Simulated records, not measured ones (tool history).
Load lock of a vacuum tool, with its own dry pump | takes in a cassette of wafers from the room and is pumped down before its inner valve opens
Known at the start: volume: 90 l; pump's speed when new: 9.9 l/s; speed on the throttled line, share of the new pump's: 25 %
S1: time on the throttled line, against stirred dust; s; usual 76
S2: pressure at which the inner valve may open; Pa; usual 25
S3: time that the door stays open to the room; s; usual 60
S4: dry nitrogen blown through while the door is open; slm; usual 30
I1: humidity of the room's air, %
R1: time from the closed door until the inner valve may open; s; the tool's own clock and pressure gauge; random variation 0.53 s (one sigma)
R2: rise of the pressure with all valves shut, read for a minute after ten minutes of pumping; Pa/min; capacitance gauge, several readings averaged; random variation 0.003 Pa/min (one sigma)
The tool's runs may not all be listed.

run 1 hour=0 | S1=76 S2=25 S3=60 S4=30 | I1=42.2 | R1=131.9 R2=0.061
run 2 hour=319.3 | S1=76 S2=25 S3=60 S4=30 | I1=46.4 | R1=134.2 R2=0.067
run 3 hour=690.6 | S1=76 S2=25 S3=60 S4=43 | I1=48.4 | R1=133 R2=0.067
run 4 hour=1172 | S1=76 S2=27 S3=60 S4=43 | I1=44.4 | R1=133 R2=0.066
run 5 hour=1584.1 | S1=76 S2=27 S3=60 S4=43 | I1=43.3 | R1=132.8 R2=0.08
run 6 hour=1846.3 | S1=76 S2=25 S3=60 S4=30 | I1=42.2 | R1=133.9 R2=0.079
run 7 hour=2221 | S1=76 S2=25 S3=60 S4=30 | I1=46.5 | R1=134.8 R2=0.09
run 8 hour=2718.4 | S1=76 S2=25 S3=60 S4=30 | I1=44.8 | R1=134.9 R2=0.098
run 9 hour=2986.5 | S1=76 S2=25 S3=60 S4=30 | I1=47.6 | R1=135.5 R2=0.099
run 10 hour=3332.1 | S1=76 S2=25 S3=60 S4=30 | I1=43.8 | R1=135.2 R2=0.102
run 11 hour=3710.5 | S1=76 S2=25 S3=60 S4=30 | I1=42.8 | R1=135.5 R2=0.11
run 12 hour=4059.2 | S1=76 S2=25 S3=74 S4=30 | I1=47.5 | R1=135.6 R2=0.118
run 13 hour=4395.4 | S1=76 S2=25 S3=74 S4=30 | I1=47.9 | R1=136.5 R2=0.123
run 14 hour=4784.9 | S1=39 S2=25 S3=74 S4=30 | I1=45.7 | R1=109.8 R2=0.134
run 15 hour=5186.3 | S1=39 S2=25 S3=74 S4=30 | I1=47.8 | R1=109.3 R2=0.137
run 16 hour=5548.1 | S1=39 S2=25 S3=74 S4=30 | I1=42.6 | R1=109.9 R2=0.151
run 17 hour=6023.3 | S1=39 S2=25 S3=74 S4=30 | I1=45.9 | R1=110.7 R2=0.158
run 18 hour=6266 | S1=39 S2=25 S3=74 S4=30 | I1=45.9 | R1=110.9 R2=0.168
run 19 hour=6686.3 | S1=76 S2=18 S3=60 S4=30 | I1=41.1 | R1=140.3 R2=0.174
run 20 hour=7024.6 | S1=83 S2=25 S3=60 S4=30 | I1=44.4 | R1=143.8 R2=0.178
run 21 hour=7417.7 | S1=83 S2=25 S3=60 S4=30 | I1=43.1 | R1=142.7 R2=0.178
run 22 hour=7906.9 | S1=83 S2=37 S3=41 S4=30 | I1=45.7 | R1=141.1 R2=0.191
run 23 hour=8244.8 | S1=76 S2=35 S3=71 S4=5 | I1=45.3 | R1=136 R2=0.233
run 24 hour=8654.9 | S1=76 S2=25 S3=118 S4=6 | I1=44.1 | R1=139.9 R2=0.244
-- hour=8924.1 door's seal changed, seat wiped
run 25 hour=8962 | S1=76 S2=25 S3=118 S4=6 | I1=42.8 | R1=140.5 R2=0.051
run 26 hour=9179.7 | S1=110 S2=22 S3=37 S4=8 | I1=44.4 | R1=164.9 R2=0.031
-- hour=9444.9 dry pump taken out, an overhauled one fitted
run 27 hour=9620.6 | S1=110 S2=22 S3=158 S4=8 | I1=44 | R1=158.9 R2=0.054
run 28 hour=9877.2 | S1=94 S2=22 S3=74 S4=8 | I1=47.7 | R1=146.5 R2=0.041
run 29 hour=10377.6 | S1=94 S2=22 S3=74 S4=5 | I1=44.1 | R1=147.8 R2=0.055
run 30 hour=10718 | S1=87 S2=25 S3=74 S4=5 | I1=43.1 | R1=141.3 R2=0.053
run 31 hour=11222.9 | S1=40 S2=25 S3=60 S4=30 | I1=47.1 | R1=107.3 R2=0.03
run 32 hour=11684.4 | S1=38 S2=34 S3=111 S4=15 | I1=39.8 | R1=103.3 R2=0.045
run 33 hour=11899.1 | S1=70 S2=41 S3=128 S4=41 | I1=44.3 | R1=125.5 R2=0.038
run 34 hour=12323.1 | S1=57 S2=21 S3=121 S4=5 | I1=46.7 | R1=122.1 R2=0.076
run 35 hour=12766.9 | S1=94 S2=25 S3=91 S4=15 | I1=45.8 | R1=148.7 R2=0.056
run 36 hour=13238.6 | S1=94 S2=25 S3=91 S4=15 | I1=44.8 | R1=149.1 R2=0.059
run 37 hour=13646.9 | S1=94 S2=31 S3=91 S4=10 | I1=45.2 | R1=146.7 R2=0.074
run 38 hour=14133.6 | S1=94 S2=31 S3=91 S4=10 | I1=45.1 | R1=147.6 R2=0.082

Some steps in R1 between neighbouring runs. How much of each would the tool show without its hidden state too (settings, what came in, random variation), and how much is left for the hidden state, with any gauge scatter that isn't in both results?
The hidden state here: pump's speed, % of a new pump's; leak at the door's seal, Pa l/s; drift of the gauge itself on ready_s, %; drift of the gauge itself on rise_pa_min, %.
Run 13 -> 14: S1 76 -> 39. R1 -26.7 s: hidden state +1, all else -27.7.
Run 18 -> 19: S1 39 -> 76, S2 25 -> 18, S3 74 -> 60. R1 +29.4 s: hidden state -0.3, all else +29.7.
Run 23 -> 24: S2 35 -> 25, S3 71 -> 118, S4 5 -> 6. R1 +3.9 s: hidden state +0.8, all else +3.1.
Run 26 -> 27: S3 37 -> 158, dry pump taken out, an overhauled one fitted. R1 -6 s: hidden state -6.5, all else +0.5.
Run 30 -> 31: S1 87 -> 40, S3 74 -> 60, S4 5 -> 30. R1 -34 s: hidden state +0.7, all else -34.7.
